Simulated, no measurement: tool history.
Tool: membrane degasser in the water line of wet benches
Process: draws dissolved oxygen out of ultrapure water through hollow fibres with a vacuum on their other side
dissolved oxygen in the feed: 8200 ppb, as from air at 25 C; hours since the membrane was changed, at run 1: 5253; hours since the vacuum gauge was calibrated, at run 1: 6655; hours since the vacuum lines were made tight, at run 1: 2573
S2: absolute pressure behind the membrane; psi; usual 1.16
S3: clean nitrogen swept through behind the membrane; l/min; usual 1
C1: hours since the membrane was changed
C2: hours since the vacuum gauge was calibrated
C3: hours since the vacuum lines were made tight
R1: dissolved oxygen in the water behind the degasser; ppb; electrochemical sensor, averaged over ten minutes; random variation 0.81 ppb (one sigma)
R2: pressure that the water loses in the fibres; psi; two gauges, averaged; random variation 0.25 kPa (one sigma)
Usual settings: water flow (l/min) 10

run 1 day=0 | water_flow_(l/min)=10 S2=1.16 S3=1 | C1=5253 C2=6655 C3=2573 | R1=131.6 R2=10.225
run 2 day=3.617 | water_flow_(l/min)=10 S2=1.841 S3=1 | C1=5340 C2=6742 C3=2660 | R1=237.5 R2=10.243
run 3 day=7.304 | water_flow_(l/min)=10 S2=1.841 S3=1 | C1=5428 C2=6830 C3=2748 | R1=239.7 R2=10.18
run 4 day=10.6 | water_flow_(l/min)=10 S2=1.841 S3=1 | C1=5507 C2=6909 C3=2827 | R1=237.6 R2=10.218
run 5 day=16.312 | water_flow_(l/min)=10 S2=1.16 S3=1 | C1=5644 C2=7046 C3=2964 | R1=133 R2=10.206
run 6 day=23.471 | water_flow_(l/min)=10 S2=1.88 S3=1 | C1=5816 C2=7218 C3=3136 | R1=249.5 R2=10.264
-- day=25.721 vacuum gauge calibrated
run 7 day=30.129 | water_flow_(l/min)=10 S2=1.88 S3=1 | C1=5975 C2=106 C3=3295 | R1=250.3 R2=10.189
run 8 day=35.154 | water_flow_(l/min)=10 S2=1.16 S3=1.52 | C1=6096 C2=226 C3=3416 | R1=94.2 R2=10.395
run 9 day=42.179 | water_flow_(l/min)=10 S2=1.16 S3=1.52 | C1=6265 C2=395 C3=3585 | R1=94.4 R2=10.335
run 10 day=45.196 | water_flow_(l/min)=10 S2=1.16 S3=1.52 | C1=6337 C2=467 C3=3657 | R1=95 R2=10.36
run 11 day=50.7 | water_flow_(l/min)=10 S2=1.16 S3=1 | C1=6469 C2=599 C3=3789 | R1=137.8 R2=10.377
-- day=54.925 vacuum gauge calibrated, once more
run 12 day=54.925 | water_flow_(l/min)=10 S2=1.16 S3=1 | C1=6570 C2=0 C3=3890 | R1=124.4 R2=10.422
run 13 day=61.608 | water_flow_(l/min)=10 S2=1.16 S3=1 | C1=6730 C2=160 C3=4050 | R1=127 R2=10.402
run 14 day=66.171 | water_flow_(l/min)=10 S2=1.16 S3=1 | C1=6840 C2=270 C3=4160 | R1=126.6 R2=10.421
run 15 day=70.917 | water_flow_(l/min)=10 S2=1.16 S3=1.59 | C1=6954 C2=384 C3=4274 | R1=85.8 R2=10.433
run 16 day=76.971 | water_flow_(l/min)=7 S2=2.229 S3=1.46 | C1=7099 C2=529 C3=4419 | R1=148.5 R2=7.342
run 17 day=81.029 | water_flow_(l/min)=7 S2=2.229 S3=1.46 | C1=7196 C2=626 C3=4516 | R1=148.4 R2=7.333
run 18 day=84.104 | water_flow_(l/min)=7 S2=1.16 S3=1 | C1=7270 C2=700 C3=4590 | R1=86.6 R2=7.395
run 19 day=90.983 | water_flow_(l/min)=7 S2=1.16 S3=0.86 | C1=7435 C2=865 C3=4755 | R1=100.1 R2=7.355
run 20 day=95.288 | water_flow_(l/min)=10 S2=1.16 S3=1.49 | C1=7539 C2=969 C3=4859 | R1=91.6 R2=10.594
run 21 day=98.333 | water_flow_(l/min)=7 S2=1.16 S3=1.04 | C1=7612 C2=1042 C3=4932 | R1=84.9 R2=7.404
run 22 day=105.658 | water_flow_(l/min)=8 S2=1.214 S3=1.04 | C1=7788 C2=1218 C3=5107 | R1=104.6 R2=8.437
run 23 day=110.254 | water_flow_(l/min)=9 S2=0.761 S3=0.92 | C1=7898 C2=1328 C3=5218 | R1=58.1 R2=9.574
run 24 day=114.571 | water_flow_(l/min)=9 S2=2.01 S3=1.69 | C1=8001 C2=1431 C3=5321 | R1=151.2 R2=9.543
run 25 day=121.108 | water_flow_(l/min)=9 S2=0.819 S3=1.57 | C1=8158 C2=1588 C3=5478 | R1=43.9 R2=9.628
run 26 day=125.912 | water_flow_(l/min)=14 S2=1.974 S3=1.57 | C1=8274 C2=1704 C3=5594 | R1=271.3 R2=14.894

Forecast each of these 3 alternatives for the next run:
-- day=128.958 seals of the vacuum lines changed
run A day=132.15 | water_flow_(l/min)=14 S2=1.729 S3=1.56 | C1=8421 C2=1851 C3=77 | R1=? R2=?
-- day=128.958 seals of the vacuum lines changed
run B day=132.15 | water_flow_(l/min)=9 S2=1.974 S3=0.9 | C1=8421 C2=1851 C3=77 | R1=? R2=?
-- day=128.958 seals of the vacuum lines changed
run C day=132.15 | water_flow_(l/min)=13 S2=1.871 S3=0.4 | C1=8421 C2=1851 C3=77 | R1=? R2=?

run=A R1=232.6 R2=14.998
run=B R1=249 R2=9.673
run=C R1=654.1 R2=13.95
Without the tool's hidden state the same runs would have given:
run=A R1=205.2 R2=13.116
run=B R1=241.9 R2=8.464
run=C R1=628.3 R2=12.198

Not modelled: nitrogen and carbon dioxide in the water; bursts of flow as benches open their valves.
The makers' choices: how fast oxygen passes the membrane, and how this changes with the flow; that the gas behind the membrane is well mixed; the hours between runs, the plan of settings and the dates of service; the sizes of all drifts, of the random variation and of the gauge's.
